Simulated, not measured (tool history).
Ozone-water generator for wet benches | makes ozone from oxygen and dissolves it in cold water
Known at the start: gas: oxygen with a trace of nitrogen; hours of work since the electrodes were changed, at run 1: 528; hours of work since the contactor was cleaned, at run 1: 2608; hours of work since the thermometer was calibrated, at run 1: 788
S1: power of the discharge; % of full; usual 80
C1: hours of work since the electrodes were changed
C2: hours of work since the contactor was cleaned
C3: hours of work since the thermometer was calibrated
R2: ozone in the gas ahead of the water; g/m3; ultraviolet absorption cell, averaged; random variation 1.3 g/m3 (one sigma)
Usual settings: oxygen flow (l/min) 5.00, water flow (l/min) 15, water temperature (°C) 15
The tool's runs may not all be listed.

Run 1, hour 0.0: usual settings; C1 528; C2 2608; C3 788. Result: dissolved ozone (ppm) 31.1, R2 228.9 g/m3.
Run 2, hour 16.9: usual settings; C1 541; C2 2620; C3 801. Result: dissolved ozone (ppm) 31.0, R2 231.7 g/m3.
Run 3, hour 43.9: usual settings; C1 560; C2 2640; C3 820. Result: dissolved ozone (ppm) 30.9, R2 231.7 g/m3.
Run 4, hour 60.8: usual settings but oxygen flow (l/min) 6.69; C1 573; C2 2653; C3 833. Result: dissolved ozone (ppm) 32.4, R2 208.8 g/m3.
Run 5, hour 89.7: usual settings but water flow (l/min) 12; C1 594; C2 2674; C3 854. Result: dissolved ozone (ppm) 35.3, R2 232.3 g/m3.
Run 6, hour 115.7: usual settings but water flow (l/min) 12; C1 613; C2 2693; C3 873. Result: dissolved ozone (ppm) 35.7, R2 231.1 g/m3.
Run 7, hour 141.7: usual settings but water flow (l/min) 12; C1 632; C2 2712; C3 892. Result: dissolved ozone (ppm) 35.5, R2 230.6 g/m3.
Run 8, hour 162.9: usual settings but water flow (l/min) 12, water temperature (°C) 7; C1 648; C2 2727; C3 908. Result: dissolved ozone (ppm) 41.0, R2 230.4 g/m3.
Run 9, hour 179.3: usual settings; C1 660; C2 2739; C3 919. Result: dissolved ozone (ppm) 30.8, R2 232.3 g/m3.
Run 10, hour 205.3: usual settings; C1 679; C2 2758; C3 939. Result: dissolved ozone (ppm) 31.2, R2 231.7 g/m3.
Run 11, hour 224.3: usual settings but oxygen flow (l/min) 3.83; C1 692; C2 2772; C3 952. Result: dissolved ozone (ppm) 29.1, R2 250.6 g/m3.
Run 12, hour 243.8: usual settings but oxygen flow (l/min) 5.93; C1 707; C2 2787; C3 967. Result: dissolved ozone (ppm) 31.8, R2 213.8 g/m3.
Run 13, hour 264.9: usual settings; C1 722; C2 2802; C3 982. Result: dissolved ozone (ppm) 31.1, R2 233.8 g/m3.
Run 14, hour 287.7: usual settings but water temperature (°C) 10; C1 739; C2 2819; C3 999. Result: dissolved ozone (ppm) 33.3, R2 227.5 g/m3.
Run 15, hour 302.7: usual settings but water temperature (°C) 10; C1 750; C2 2830; C3 1010. Result: dissolved ozone (ppm) 33.5, R2 229.8 g/m3.
At hour 305.6: water thermometer calibrated.
Run 16, hour 328.7: usual settings but oxygen flow (l/min) 3.26, water temperature (°C) 20; C1 769; C2 2848; C3 17. Result: dissolved ozone (ppm) 26.7, R2 267.5 g/m3.
Run 17, hour 354.0: usual settings but oxygen flow (l/min) 6.17; C1 787; C2 2867; C3 35. Result: dissolved ozone (ppm) 31.5, R2 211.5 g/m3.
At hour 376.2: water thermometer calibrated, once more.
Run 18, hour 376.8: usual settings but oxygen flow (l/min) 4.22, water flow (l/min) 23; C1 803; C2 2883; C3 0. Result: dissolved ozone (ppm) 22.0, R2 243.1 g/m3.
Run 19, hour 408.9: usual settings but oxygen flow (l/min) 4.22, water flow (l/min) 23; C1 827; C2 2907; C3 24. Result: dissolved ozone (ppm) 21.9, R2 241.4 g/m3.
Run 20, hour 440.7: usual settings but oxygen flow (l/min) 4.22, water flow (l/min) 23; C1 850; C2 2930; C3 47. Result: dissolved ozone (ppm) 21.8, R2 248.7 g/m3.
Run 21, hour 456.6: usual settings but S1 44 % of full, oxygen flow (l/min) 4.22, water flow (l/min) 23, water temperature (°C) 16; C1 862; C2 2941; C3 59. Result: dissolved ozone (ppm) 15.0, R2 168.9 g/m3.
Run 22, hour 483.5: usual settings but S1 44 % of full, oxygen flow (l/min) 4.22, water flow (l/min) 23, water temperature (°C) 16; C1 881; C2 2961; C3 78. Result: dissolved ozone (ppm) 14.9, R2 168.5 g/m3.
Run 23, hour 506.1: usual settings but S1 44 % of full, oxygen flow (l/min) 5.57, water flow (l/min) 13, water temperature (°C) 16; C1 898; C2 2978; C3 95. Result: dissolved ozone (ppm) 23.1, R2 153.3 g/m3.
Run 24, hour 537.3: usual settings but S1 44 % of full, oxygen flow (l/min) 5.57, water flow (l/min) 13, water temperature (°C) 16; C1 921; C2 3001; C3 118. Result: dissolved ozone (ppm) 23.2, R2 153.3 g/m3.
Run 25, hour 561.0: usual settings but S1 45 % of full, oxygen flow (l/min) 6.70, water flow (l/min) 18; C1 938; C2 3018; C3 135. Result: dissolved ozone (ppm) 20.5, R2 145.1 g/m3.
Run 26, hour 586.3: usual settings but S1 45 % of full, oxygen flow (l/min) 6.70, water flow (l/min) 18; C1 957; C2 3036; C3 154. Result: dissolved ozone (ppm) 20.0, R2 145.4 g/m3.

The same runs without the tool's hidden state, with the same run-to-run variation:
The hidden state here: yield of the discharge, % of new electrodes'; contactor's efficiency, % of a clean one's; true water temperature over the reading, C; drift of the gauge itself on ozone_ppm, %; drift of the gauge itself on gas_g_m3, %.
run  dissolved ozone (ppm)     R2
  1                   31.9  231.2
  2                   31.8  234.0
  3                   31.7  234.1
  4                   33.2  211.0
  5                   36.3  234.8
  6                   36.6  233.7
  7                   36.5  233.3
  8                   42.1  233.1
  9                   31.6  235.1
 10                   32.1  234.5
 11                   30.0  253.7
 12                   32.7  216.5
 13                   32.0  236.8
 14                   34.3  230.5
 15                   34.6  232.9
 16                   27.6  271.1
 17                   32.5  214.5
 18                   22.7  246.6
 19                   22.6  244.9
 20                   22.6  252.4
 21                   15.5  170.6
 22                   15.4  170.2
 23                   23.6  154.8
 24                   23.8  154.9
 25                   21.0  146.7
 26                   20.5  147.0
